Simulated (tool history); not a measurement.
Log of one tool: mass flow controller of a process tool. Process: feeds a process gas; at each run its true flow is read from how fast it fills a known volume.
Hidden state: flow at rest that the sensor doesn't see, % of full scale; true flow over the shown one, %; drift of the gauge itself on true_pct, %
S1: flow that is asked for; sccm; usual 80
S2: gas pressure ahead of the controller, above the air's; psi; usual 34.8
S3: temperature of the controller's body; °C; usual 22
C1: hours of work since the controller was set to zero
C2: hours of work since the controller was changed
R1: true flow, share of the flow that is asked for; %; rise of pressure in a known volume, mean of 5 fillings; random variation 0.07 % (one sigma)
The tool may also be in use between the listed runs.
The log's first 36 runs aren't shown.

run,hour,S1,S2,S3,C1,C2,R1
37,10588.9,80,27.6,35,968,8814,97.69
# hour 10683.9: controller exchanged for a calibrated one
38,10852.1,47,34.8,22,126,126,97.9
39,11042.3,47,34.8,22,268,268,97.83
40,11282.9,16,34.8,22,448,448,97.19
41,11490.9,16,34.8,22,604,604,97.23
42,11881.8,80,23.6,24,896,896,98.91
43,12083.3,80,34.8,32,1047,1047,99.77
44,12265.9,80,34.8,32,1184,1184,99.73
45,12553.6,80,28.6,27,1399,1399,99.31
46,12912,80,34.8,30,1667,1667,99.46
47,13157.3,80,23.2,26,1850,1850,98.92
48,13568.7,80,35.2,26,2158,2158,98.85
49,13906.7,80,35.2,26,2411,2411,98.92

Forecast each of these 3 alternatives for the next run:
A,14206.2,80,31,22,2635,2635,?
B,14206.2,80,35.2,25,2635,2635,?
C,14206.2,80,33.9,26,2635,2635,?

run,R1
A,98.35
B,98.6
C,98.7
Without the tool's hidden state the same runs would have given:
run,R1
A,99.12
B,99.37
C,99.47

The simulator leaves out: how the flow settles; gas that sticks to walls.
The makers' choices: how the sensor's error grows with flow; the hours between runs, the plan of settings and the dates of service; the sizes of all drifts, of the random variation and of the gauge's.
